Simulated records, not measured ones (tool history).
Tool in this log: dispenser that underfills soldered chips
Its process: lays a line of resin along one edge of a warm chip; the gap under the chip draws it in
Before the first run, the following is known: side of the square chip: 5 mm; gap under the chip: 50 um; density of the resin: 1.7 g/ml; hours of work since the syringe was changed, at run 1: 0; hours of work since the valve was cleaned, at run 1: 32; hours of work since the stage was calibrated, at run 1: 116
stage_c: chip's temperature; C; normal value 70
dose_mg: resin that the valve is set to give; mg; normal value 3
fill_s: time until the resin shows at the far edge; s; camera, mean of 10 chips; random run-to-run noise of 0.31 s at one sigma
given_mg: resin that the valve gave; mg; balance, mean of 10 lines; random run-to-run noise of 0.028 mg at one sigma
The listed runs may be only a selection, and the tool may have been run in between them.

run   hour  stage_c  dose_mg  hours of work since the syringe was changed  hours of work since the valve was cleaned  hours of work since the stage was calibrated  fill_s  given_mg
  1      0       70        3                                            0                                         32                                           116    10.6      2.98
  2    2.7       73        3                                            2                                         35                                           118     9.1      2.93
  3    5.2       73        3                                            4                                         37                                           120    10.6      2.95
  4      8       73        3                                            6                                         39                                           122    11.5      3.02
      10.4  -- new syringe of resin
  5   12.5       70        3                                            2                                         42                                           125    11.1      2.97
  6   16.4       60        3                                            5                                         45                                           129      21      2.98
  7   19.3       60        3                                            7                                         47                                           131    23.4      2.93
      20.9  -- new syringe of resin
  8   23.4       60        3                                            2                                         50                                           134    17.7      2.99
  9   27.6       60        3                                            5                                         54                                           137    20.8      2.89
      31.6  -- new syringe of resin
 10   33.2       60        3                                            1                                         58                                           141    17.5      2.91
 11   37.9       60        3                                            5                                         62                                           145    21.8      2.92
 12   40.5       60        3                                            7                                         64                                           147    23.7      2.93
      42.3  -- new syringe of resin
 13   43.5       60        3                                            1                                         66                                           149    17.9      2.93
 14   48.2       60        3                                            5                                         69                                           153    21.4       2.9
      52.9  -- new syringe of resin
 15   53.4       60        3                                            0                                         73                                           157    16.9      2.94
 16   55.8       70        3                                            2                                         75                                           159    11.6      2.91
 17   60.9       70        3                                            6                                         79                                           163      13      2.87
      63.6  -- new syringe of resin
 18   66.6       70        3                                            2                                         84                                           167    11.4       2.9
 19   71.1       70        3                                            6                                         87                                           170      14      2.95
      74.2  -- new syringe of resin
 20   75.4       78     2.59                                            1                                         90                                           174     7.2      2.48
 21   79.9       60     2.59                                            4                                         94                                           177    22.3      2.46
      84.8  -- new syringe of resin
 22   85.1       70     2.94                                            0                                         98                                           181      10      2.82
 23     90       64     2.74                                            4                                        101                                           185    16.7      2.61
 24   92.7       60     2.85                                            6                                        104                                           187      23      2.71
      95.7  -- new syringe of resin
 25   97.9       60     2.85                                            2                                        107                                           191    18.7       2.7
 26    103       79      3.5                                            6                                        111                                           195     8.5      3.35
     106.2  -- new syringe of resin
 27    108       64        3                                            1                                        115                                           199    15.3      2.83
 28    113       64        3                                            5                                        119                                           203    18.1      2.88
     116.7  -- new syringe of resin
 29  118.7       70     2.71                                            2                                        123                                           207    10.7      2.59
 30  121.6       60     2.88                                            4                                        126                                           209    21.2      2.73
 31  124.3       60     3.71                                            6                                        128                                           211    22.6      3.53
     127.2  -- new syringe of resin
 32  129.7       60     3.71                                            2                                        132                                           215    17.8      3.53
 33    132       60     3.71                                            4                                        134                                           217    20.1      3.52
 34  134.5       60     3.71                                            6                                        136                                           219    21.8      3.52
     138.1  -- new syringe of resin
 35  138.8       60     3.71                                            1                                        139                                           222    17.1      3.49

Run 36 comes next. What will it give?
     141.5  -- dispensing valve cleaned and set on the balance
 36  143.4       67     3.34                                            3                                          1                                           225       ?         ?

{"run 36": {"fill_s": 13.5, "given_mg": 3.3}}
If the tool had no hidden condition, the same run with the same run-to-run variation would have returned fill_s 10.6 s, given_mg 3.3 mg.
